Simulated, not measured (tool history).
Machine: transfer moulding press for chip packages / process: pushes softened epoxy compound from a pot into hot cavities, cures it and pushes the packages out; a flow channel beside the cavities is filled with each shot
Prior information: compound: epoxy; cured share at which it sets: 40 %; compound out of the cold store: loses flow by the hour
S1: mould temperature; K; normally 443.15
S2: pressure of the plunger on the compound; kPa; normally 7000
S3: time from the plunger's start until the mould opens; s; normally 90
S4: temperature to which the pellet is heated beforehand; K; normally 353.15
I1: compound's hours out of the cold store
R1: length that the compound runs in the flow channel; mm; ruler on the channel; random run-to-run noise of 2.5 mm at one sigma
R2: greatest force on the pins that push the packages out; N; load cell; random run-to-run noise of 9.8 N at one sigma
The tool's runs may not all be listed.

Run 1, hour 0: usual settings; I1 24. Result: R1 757 mm, R2 445 N.
Run 2, hour 85.5: usual settings; I1 43. Result: R1 692 mm, R2 430 N.
Run 3, hour 172.2: usual settings; I1 21.3. Result: R1 767 mm, R2 450 N.
Run 4, hour 236.3: usual settings; I1 26.2. Result: R1 748 mm, R2 436 N.
Run 5, hour 291.1: usual settings; I1 25.2. Result: R1 752 mm, R2 448 N.
Run 6, hour 350.2: usual settings; I1 22.8. Result: R1 762 mm, R2 428 N.
Run 7, hour 414.1: usual settings; I1 33.8. Result: R1 723 mm, R2 424 N.
Run 8, hour 471.6: usual settings; I1 47.2. Result: R1 678 mm, R2 432 N.
Run 9, hour 559.2: usual settings; I1 34.2. Result: R1 716 mm, R2 450 N.
Run 10, hour 636.9: usual settings; I1 36.4. Result: R1 715 mm, R2 441 N.
Run 11, hour 685.6: usual settings; I1 23.5. Result: R1 753 mm, R2 422 N.
Run 12, hour 756.6: usual settings; I1 41.7. Result: R1 695 mm, R2 445 N.
Run 13, hour 799.7: usual settings; I1 19.9. Result: R1 768 mm, R2 448 N.
Run 14, hour 849.1: usual settings but S1 445.15 K, S2 5560 kPa, S3 74 s, S4 361.15 K; I1 46.4. Result: R1 602 mm, R2 462 N.
Run 15, hour 896.1: usual settings but S1 444.15 K, S2 6460 kPa, S3 72 s, S4 351.15 K; I1 27. Result: R1 714 mm, R2 555 N.
Run 16, hour 974.2: usual settings but S1 444.15 K, S2 7260 kPa, S3 79 s, S4 351.15 K; I1 37.7. Result: R1 715 mm, R2 478 N.
Run 17, hour 1049.3: usual settings but S1 436.15 K, S2 6180 kPa, S3 76 s, S4 344.15 K; I1 29.2. Result: R1 708 mm, R2 829 N.
Run 18, hour 1089.8: usual settings but S1 438.15 K, S2 6180 kPa, S3 76 s, S4 357.15 K; I1 40.6. Result: R1 667 mm, R2 682 N.
Run 19, hour 1159.5: usual settings but S1 438.15 K, S2 6180 kPa, S3 76 s, S4 357.15 K; I1 17.5. Result: R1 748 mm, R2 725 N.
Run 20, hour 1228.7: usual settings but S1 438.15 K, S2 6180 kPa, S3 76 s, S4 357.15 K; I1 36.7. Result: R1 678 mm, R2 683 N.
Run 21, hour 1279.7: usual settings but S1 438.15 K, S2 6180 kPa, S3 125 s, S4 349.15 K; I1 46.7. Result: R1 645 mm, R2 414 N.
Run 22, hour 1350.2: usual settings but S2 7610 kPa, S3 92 s, S4 344.15 K; I1 42.6. Result: R1 723 mm, R2 438 N.
Run 23, hour 1410.2: usual settings but S1 436.15 K, S2 6130 kPa, S4 350.15 K; I1 20.9. Result: R1 738 mm, R2 622 N.
Run 24, hour 1456.8: usual settings but S1 436.15 K, S2 6130 kPa, S4 350.15 K; I1 33. Result: R1 694 mm, R2 586 N.
Run 25, hour 1519.2: usual settings but S1 449.15 K, S4 349.15 K; I1 10.5. Result: R1 791 mm, R2 395 N.
Run 26, hour 1593.6: usual settings but S1 449.15 K, S4 349.15 K; I1 38.9. Result: R1 689 mm, R2 429 N.

Missing from the log above: 33 entries noted between runs. For each, name the pair of listed runs it sits between and say how the tool's hidden condition differs from the listed run just before to the listed run just after:
Runs 1 to 2: cavities cleaned with cleaning compound and waxed (hour 39)
  pressure that reaches the compound, % of what is set: 99.95 -> 99.94; grip of the stained cavities, % over clean ones': 0.3 -> 0.6
Runs 2 to 3: cavities cleaned with cleaning compound and waxed (hour 94.4); cavities cleaned with cleaning compound and waxed (hour 152.1)
  pressure that reaches the compound, % of what is set: 99.94 -> 99.92; grip of the stained cavities, % over clean ones': 0.6 -> 0.4
Runs 3 to 4: plunger's sealing rings changed (hour 211.2); cavities cleaned with cleaning compound and waxed (hour 212.7)
  pressure that reaches the compound, % of what is set: 99.92 -> 99.99
Runs 4 to 5: cavities cleaned with cleaning compound and waxed (hour 273.5)
  grip of the stained cavities, % over clean ones': 0.4 -> 0.3
Runs 5 to 6: cavities cleaned with cleaning compound and waxed (hour 330.1)
  pressure that reaches the compound, % of what is set: 99.99 -> 99.98; grip of the stained cavities, % over clean ones': 0.3 -> 0.4
Runs 6 to 7: cavities cleaned with cleaning compound and waxed (hour 385)
  pressure that reaches the compound, % of what is set: 99.98 -> 99.97
Runs 7 to 8: cavities cleaned with cleaning compound and waxed (hour 440.6)
  pressure that reaches the compound, % of what is set: 99.97 -> 99.96; grip of the stained cavities, % over clean ones': 0.4 -> 0.5
Runs 8 to 9: mould's thermocouples calibrated (hour 499); cavities cleaned with cleaning compound and waxed (hour 500.5); cavities cleaned with cleaning compound and waxed (hour 554.5)
  pressure that reaches the compound, % of what is set: 99.96 -> 99.94; grip of the stained cavities, % over clean ones': 0.5 -> 0.1
Runs 9 to 10: cavities cleaned with cleaning compound and waxed (hour 609.7)
  pressure that reaches the compound, % of what is set: 99.94 -> 99.93; grip of the stained cavities, % over clean ones': 0.1 -> 0.4
Runs 10 to 11: cavities cleaned with cleaning compound and waxed (hour 668.2)
  pressure that reaches the compound, % of what is set: 99.93 -> 99.92; grip of the stained cavities, % over clean ones': 0.4 -> 0.3
Runs 11 to 12: cavities cleaned with cleaning compound and waxed (hour 725.1); plunger's sealing rings changed (hour 756.6)
  pressure that reaches the compound, % of what is set: 99.92 -> 100; grip of the stained cavities, % over clean ones': 0.3 -> 0.5
Runs 12 to 13: cavities cleaned with cleaning compound and waxed (hour 787.4)
  pressure that reaches the compound, % of what is set: 100 -> 99.99; grip of the stained cavities, % over clean ones': 0.5 -> 0.2
Runs 13 to 14: cavities cleaned with cleaning compound and waxed (hour 841.8)
  pressure that reaches the compound, % of what is set: 99.99 -> 99.98
Runs 14 to 15: cavities cleaned with cleaning compound and waxed (hour 896.1)
  grip of the stained cavities, % over clean ones': 0.2 -> 0
Runs 15 to 16: cavities cleaned with cleaning compound and waxed (hour 951.8)
  pressure that reaches the compound, % of what is set: 99.98 -> 99.97; grip of the stained cavities, % over clean ones': 0 -> 0.4
Runs 16 to 17: cavities cleaned with cleaning compound and waxed (hour 1009.8)
  pressure that reaches the compound, % of what is set: 99.97 -> 99.95; grip of the stained cavities, % over clean ones': 0.4 -> 0.5
Runs 17 to 18: cavities cleaned with cleaning compound and waxed (hour 1069.2)
  grip of the stained cavities, % over clean ones': 0.5 -> 0.4
Runs 18 to 19: cavities cleaned with cleaning compound and waxed (hour 1125); mould's thermocouples calibrated (hour 1141.5)
  pressure that reaches the compound, % of what is set: 99.95 -> 99.94; grip of the stained cavities, % over clean ones': 0.4 -> 0.5
Runs 19 to 20: cavities cleaned with cleaning compound and waxed (hour 1185.7)
  pressure that reaches the compound, % of what is set: 99.94 -> 99.93
Runs 20 to 21: cavities cleaned with cleaning compound and waxed (hour 1241.6)
  pressure that reaches the compound, % of what is set: 99.93 -> 99.92
Runs 21 to 22: plunger's sealing rings changed (hour 1302.1); cavities cleaned with cleaning compound and waxed (hour 1303.6)
  pressure that reaches the compound, % of what is set: 99.92 -> 99.99; grip of the stained cavities, % over clean ones': 0.5 -> 0.6
Runs 22 to 23: cavities cleaned with cleaning compound and waxed (hour 1362.5)
  pressure that reaches the compound, % of what is set: 99.99 -> 99.98
Runs 23 to 24: cavities cleaned with cleaning compound and waxed (hour 1417.7)
  grip of the stained cavities, % over clean ones': 0.6 -> 0.5
Runs 24 to 25: cavities cleaned with cleaning compound and waxed (hour 1475.7)
  pressure that reaches the compound, % of what is set: 99.98 -> 99.97; grip of the stained cavities, % over clean ones': 0.5 -> 0.6
Runs 25 to 26: cavities cleaned with cleaning compound and waxed (hour 1534); cavities cleaned with cleaning compound and waxed (hour 1590.5)
  pressure that reaches the compound, % of what is set: 99.97 -> 99.95; grip of the stained cavities, % over clean ones': 0.6 -> 0.1

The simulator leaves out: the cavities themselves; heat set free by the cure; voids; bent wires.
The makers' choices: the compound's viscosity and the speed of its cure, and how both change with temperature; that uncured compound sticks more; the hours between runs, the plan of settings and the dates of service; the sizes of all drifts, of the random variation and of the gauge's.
